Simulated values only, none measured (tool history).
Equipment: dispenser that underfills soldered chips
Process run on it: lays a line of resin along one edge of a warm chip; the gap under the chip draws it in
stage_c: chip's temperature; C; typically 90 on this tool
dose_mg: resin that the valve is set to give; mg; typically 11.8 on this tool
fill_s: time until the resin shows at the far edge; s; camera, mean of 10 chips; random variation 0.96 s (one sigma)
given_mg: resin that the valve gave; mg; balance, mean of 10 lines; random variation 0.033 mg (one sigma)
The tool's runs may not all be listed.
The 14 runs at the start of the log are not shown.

run,day,stage_c,dose_mg,fill_s,given_mg
# day 3.754: new syringe of resin
15,3.846,95,11.8,73.2,11.79
16,4.175,95,11.8,96.2,11.71
# day 4.504: new syringe of resin
17,4.575,95,11.8,73.1,11.7
18,4.75,82,12.3,152.2,12.2
19,5.025,82,12.3,193.2,12.25
# day 5.254: new syringe of resin
20,5.262,82,12.3,127.2,12.21
21,5.433,82,12.3,144.5,12.17
22,5.654,82,12.3,174.2,12.11
23,5.962,91,12.3,148.3,12.08
# day 6.004: new syringe of resin
24,6.317,75,10.9,234.6,10.71
25,6.533,75,10.9,282.3,10.72
# day 6.754: new syringe of resin
26,6.921,75,10.9,208,10.72
27,7.162,101,10.9,75,10.64
28,7.321,101,10.1,88,9.94
# day 7.508: new syringe of resin
29,7.525,91,11.4,81.2,11.16
30,7.758,77,11.4,194,11.08
31,8.012,78,14,218.3,13.66
# day 8.25: new syringe of resin
32,8.367,78,14,162.5,13.55
33,8.725,90,11.7,125.1,11.32

Estimate the outcome of run 34 from the log above:
# day 9.004: new syringe of resin
34,9.075,90,11.7,?,?

{"run 34": {"fill_s": 88.8, "given_mg": 11.29}}
Were there no unlogged condition in the tool, this run, its random variation unchanged, would have produced fill_s 90.6 s, given_mg 11.66 mg.
